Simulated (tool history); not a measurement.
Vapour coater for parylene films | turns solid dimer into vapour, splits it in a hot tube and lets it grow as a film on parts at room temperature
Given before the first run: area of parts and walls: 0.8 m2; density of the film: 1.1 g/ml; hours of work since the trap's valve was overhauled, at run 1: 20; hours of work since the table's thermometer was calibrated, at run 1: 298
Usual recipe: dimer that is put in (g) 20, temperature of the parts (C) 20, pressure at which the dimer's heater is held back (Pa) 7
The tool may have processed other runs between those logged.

| run | hour | dimer that is put in (g) | temperature of the parts (C) | pressure at which the dimer's heater is held back (Pa) | hours of work since the trap's valve was overhauled | hours of work since the table's thermometer was calibrated | thickness of the film (um) |
|---|---|---|---|---|---|---|---|
| 1 | 0 | 20 | 20 | 7 | 20 | 298 | 14.52 |
| 2 | 44.6 | 20 | 20 | 7 | 41 | 319 | 14.22 |
| 3 | 98.7 | 20 | 20 | 7 | 66 | 344 | 14.15 |
| 4 | 128.4 | 20 | 20 | 3 | 80 | 358 | 16.96 |
| 5 | 183.2 | 20 | 20 | 7 | 106 | 384 | 14.28 |
| 6 | 211.8 | 20 | 20 | 7 | 119 | 397 | 13.83 |
| 7 | 241.3 | 20 | 20 | 7 | 133 | 411 | 14.08 |
| 8 | 294.1 | 33 | 20 | 7 | 158 | 436 | 23.13 |
| 9 | 347.9 | 20 | 20 | 7 | 183 | 461 | 13.78 |
| 10 | 396 | 20 | 20 | 7 | 205 | 483 | 13.77 |
| 11 | 447.1 | 20 | 20 | 7 | 229 | 507 | 13.77 |
| 12 | 497.7 | 20 | 20 | 7 | 253 | 531 | 13.45 |
| 13 | 530.9 | 20 | 20 | 7 | 269 | 547 | 13.52 |
|  | 552.2 | trap's valve overhauled |
| 14 | 559 | 20 | 20 | 7 | 3 | 558 | 12.95 |
| 15 | 588.1 | 20 | 20 | 7 | 17 | 572 | 12.77 |
| 16 | 622.8 | 20 | 20 | 7 | 33 | 588 | 12.96 |
| 17 | 673 | 20 | 20 | 7 | 57 | 611 | 12.88 |
| 18 | 724.6 | 20 | 20 | 7 | 81 | 635 | 12.55 |
| 19 | 762.3 | 20 | 20 | 9.14 | 98 | 653 | 11.9 |
|  | 796 | trap's valve overhauled, once more |
| 20 | 805.2 | 20 | 20 | 9.14 | 4 | 671 | 13.75 |
| 21 | 858 | 20 | 20 | 9.14 | 29 | 696 | 13.81 |
| 22 | 890.6 | 20 | 31 | 7 | 44 | 711 | 10.41 |
| 23 | 943 | 20 | 31 | 7 | 69 | 736 | 10.36 |
| 24 | 970.5 | 20 | 31 | 7 | 82 | 749 | 10.31 |
| 25 | 1006.3 | 20 | 25 | 2.7 | 98 | 765 | 14.54 |
| 26 | 1036.4 | 20 | 31 | 6.43 | 113 | 780 | 10.34 |
| 27 | 1073.3 | 13 | 20 | 4.9 | 130 | 797 | 9.68 |
| 28 | 1099.6 | 29 | 19 | 7.73 | 142 | 809 | 20.55 |
| 29 | 1141.7 | 24 | 20 | 7.71 | 162 | 829 | 16.43 |
| 30 | 1175.3 | 24 | 20 | 7.71 | 178 | 845 | 16.11 |
| 31 | 1212.6 | 16 | 20 | 2.33 | 195 | 862 | 13.43 |
| 32 | 1245.4 | 16 | 20 | 2.33 | 210 | 877 | 13.36 |
| 33 | 1292.1 | 19 | 20 | 3.5 | 232 | 899 | 14.76 |
| 34 | 1347.8 | 19 | 20 | 3.5 | 258 | 925 | 14.53 |
|  | 1390.3 | trap's valve overhauled |
| 35 | 1390.3 | 19 | 20 | 3.5 | 0 | 943 | 15.65 |
| 36 | 1432.9 | 32 | 15 | 2.51 | 20 | 963 | 32.63 |
| 37 | 1488.9 | 32 | 15 | 2.51 | 46 | 990 | 31.93 |
| 38 | 1537.2 | 23 | 15 | 10.18 | 69 | 1012 | 17.59 |
| 39 | 1561.1 | 23 | 15 | 10.18 | 80 | 1023 | 17.6 |
| 40 | 1616.4 | 13 | 21 | 6.98 | 106 | 1049 | 8.86 |
| 41 | 1660.6 | 13 | 22 | 5.38 | 127 | 1070 | 9.03 |
| 42 | 1692 | 26 | 24 | 2.49 | 141 | 1085 | 19.35 |
| 43 | 1720.6 | 26 | 20 | 7.35 | 155 | 1098 | 17.42 |
| 44 | 1750.1 | 26 | 20 | 7.35 | 168 | 1112 | 17.52 |
| 45 | 1778.5 | 13 | 15 | 7 | 182 | 1125 | 10.39 |
| 46 | 1805.6 | 32 | 14 | 6.68 | 194 | 1138 | 26.1 |

Entry by entry between the runs, the difference in hidden state between the last listed run before and the first listed run after:
Runs 13 to 14: trap's valve overhauled (hour 552.2)
  vapour lost through the trap's worn valve, %: 7.2 -> 11.1; true temperature of the parts over the reading, C: 0.48 -> 0.49
  measured minus no-state result, thickness of the film (um): -1.26 -> -1.83
Runs 19 to 20: trap's valve overhauled, once more (hour 796)
  vapour lost through the trap's worn valve, %: 13.6 -> 0.3; true temperature of the parts over the reading, C: 0.56 -> 0.57
  measured minus no-state result, thickness of the film (um): -2.11 -> -0.28
Runs 34 to 35: trap's valve overhauled (hour 1390.3)
  vapour lost through the trap's worn valve, %: 7 -> 0.1; true temperature of the parts over the reading, C: 0.76 -> 0.78
  measured minus no-state result, thickness of the film (um): -1.45 -> -0.38

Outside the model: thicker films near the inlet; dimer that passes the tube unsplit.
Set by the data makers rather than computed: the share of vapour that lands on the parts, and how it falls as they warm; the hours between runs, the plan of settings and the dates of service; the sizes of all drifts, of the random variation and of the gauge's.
